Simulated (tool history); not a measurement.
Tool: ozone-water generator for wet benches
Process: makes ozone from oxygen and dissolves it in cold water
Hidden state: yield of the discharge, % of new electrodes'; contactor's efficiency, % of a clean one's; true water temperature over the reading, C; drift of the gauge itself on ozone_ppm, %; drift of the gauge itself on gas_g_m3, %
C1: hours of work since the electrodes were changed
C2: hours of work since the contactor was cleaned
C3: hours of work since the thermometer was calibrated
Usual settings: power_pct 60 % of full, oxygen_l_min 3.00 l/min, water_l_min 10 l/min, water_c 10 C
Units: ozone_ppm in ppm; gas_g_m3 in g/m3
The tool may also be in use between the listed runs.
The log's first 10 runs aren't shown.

Run 11, hour 235.2: usual settings but water_c 7 C; C1 277; C2 2652; C3 2652. Result: ozone_ppm 17.8 ppm, gas_g_m3 144.3 g/m3.
Run 12, hour 257.5: usual settings but power_pct 68 % of full; C1 291; C2 2666; C3 2666. Result: ozone_ppm 19.2 ppm, gas_g_m3 158.8 g/m3.
Run 13, hour 282.7: usual settings but power_pct 68 % of full; C1 307; C2 2682; C3 2682. Result: ozone_ppm 19.1 ppm, gas_g_m3 160.0 g/m3.
Run 14, hour 305.4: usual settings; C1 321; C2 2696; C3 2696. Result: ozone_ppm 17.6 ppm, gas_g_m3 143.7 g/m3.
Run 15, hour 320.8: usual settings but oxygen_l_min 1.79 l/min; C1 331; C2 2706; C3 2706. Result: ozone_ppm 16.2 ppm, gas_g_m3 186.6 g/m3.
Run 16, hour 334.9: usual settings but oxygen_l_min 1.79 l/min; C1 340; C2 2715; C3 2715. Result: ozone_ppm 16.4 ppm, gas_g_m3 187.4 g/m3.
Run 17, hour 357.4: usual settings but oxygen_l_min 1.79 l/min; C1 354; C2 2729; C3 2729. Result: ozone_ppm 16.0 ppm, gas_g_m3 187.7 g/m3.
Run 18, hour 383.4: usual settings but power_pct 81 % of full, water_l_min 8 l/min, water_c 6 C; C1 371; C2 2745; C3 2745. Result: ozone_ppm 28.6 ppm, gas_g_m3 183.3 g/m3.
Run 19, hour 409.7: usual settings but power_pct 47 % of full, oxygen_l_min 4.50 l/min, water_c 8 C; C1 387; C2 2762; C3 2762. Result: ozone_ppm 14.7 ppm, gas_g_m3 95.5 g/m3.
Run 20, hour 428.0: usual settings but power_pct 47 % of full, oxygen_l_min 4.50 l/min, water_c 8 C; C1 399; C2 2774; C3 2774. Result: ozone_ppm 14.7 ppm, gas_g_m3 96.4 g/m3.
Run 21, hour 440.8: usual settings; C1 407; C2 2782; C3 2782. Result: ozone_ppm 17.1 ppm, gas_g_m3 143.8 g/m3.
Run 22, hour 457.2: usual settings; C1 417; C2 2792; C3 2792. Result: ozone_ppm 17.1 ppm, gas_g_m3 142.7 g/m3.
Run 23, hour 478.6: usual settings but power_pct 86 % of full, water_c 16 C; C1 431; C2 2806; C3 2806. Result: ozone_ppm 21.2 ppm, gas_g_m3 189.5 g/m3.
Run 24, hour 510.0: usual settings but water_l_min 9 l/min; C1 451; C2 2826; C3 2826. Result: ozone_ppm 19.1 ppm, gas_g_m3 143.3 g/m3.
Run 25, hour 524.4: usual settings but power_pct 87 % of full, oxygen_l_min 2.79 l/min; C1 460; C2 2835; C3 2835. Result: ozone_ppm 23.0 ppm, gas_g_m3 201.1 g/m3.
Run 26, hour 554.3: usual settings but power_pct 86 % of full; C1 479; C2 2854; C3 2854. Result: ozone_ppm 23.0 ppm, gas_g_m3 191.1 g/m3.
Run 27, hour 572.2: usual settings but power_pct 73 % of full, water_l_min 7 l/min; C1 490; C2 2865; C3 2865. Result: ozone_ppm 27.6 ppm, gas_g_m3 167.3 g/m3.
Run 28, hour 585.6: usual settings but power_pct 73 % of full, oxygen_l_min 4.17 l/min, water_l_min 15 l/min; C1 499; C2 2873; C3 2873. Result: ozone_ppm 13.8 ppm, gas_g_m3 139.7 g/m3.
Run 29, hour 606.3: usual settings but power_pct 73 % of full, oxygen_l_min 4.17 l/min, water_l_min 15 l/min; C1 512; C2 2887; C3 2887. Result: ozone_ppm 13.7 ppm, gas_g_m3 142.2 g/m3.
Run 30, hour 633.9: usual settings but power_pct 67 % of full, oxygen_l_min 2.66 l/min, water_c 12 C; C1 529; C2 2904; C3 2904. Result: ozone_ppm 18.0 ppm, gas_g_m3 166.7 g/m3.
Run 31, hour 654.4: usual settings but power_pct 67 % of full, oxygen_l_min 3.52 l/min, water_c 12 C; C1 542; C2 2917; C3 2917. Result: ozone_ppm 18.3 ppm, gas_g_m3 143.5 g/m3.
Run 32, hour 679.7: usual settings but power_pct 67 % of full, oxygen_l_min 3.52 l/min, water_c 12 C; C1 558; C2 2933; C3 2933. Result: ozone_ppm 18.5 ppm, gas_g_m3 143.1 g/m3.
Run 33, hour 702.2: usual settings but power_pct 76 % of full, oxygen_l_min 3.52 l/min, water_c 15 C; C1 572; C2 2947; C3 2947. Result: ozone_ppm 19.3 ppm, gas_g_m3 159.0 g/m3.

Forecast each of these 4 alternatives for the next run:
Run A, hour 726.4: usual settings but oxygen_l_min 2.45 l/min, water_l_min 14 l/min; C1 588; C2 2963; C3 2963. Result: ozone_ppm ?, gas_g_m3 ?.
Run B, hour 726.4: usual settings but power_pct 42 % of full, oxygen_l_min 2.57 l/min; C1 588; C2 2963; C3 2963. Result: ozone_ppm ?, gas_g_m3 ?.
Run C, hour 726.4: usual settings but power_pct 76 % of full, oxygen_l_min 3.52 l/min, water_l_min 9 l/min, water_c 15 C; C1 588; C2 2963; C3 2963. Result: ozone_ppm ?, gas_g_m3 ?.
Run D, hour 726.4: usual settings but power_pct 71 % of full, oxygen_l_min 1.61 l/min, water_l_min 6 l/min, water_c 15 C; C1 588; C2 2963; C3 2963. Result: ozone_ppm ?, gas_g_m3 ?.

run  ozone_ppm  gas_g_m3
  A       11.7     157.8
  B       12.6     117.2
  C       21.2     160.2
  D       28.0     225.6
Without the tool's hidden state the same runs would have given:
run  ozone_ppm  gas_g_m3
  A       12.3     158.9
  B       13.0     117.7
  C       22.0     161.6
  D       29.0     227.4
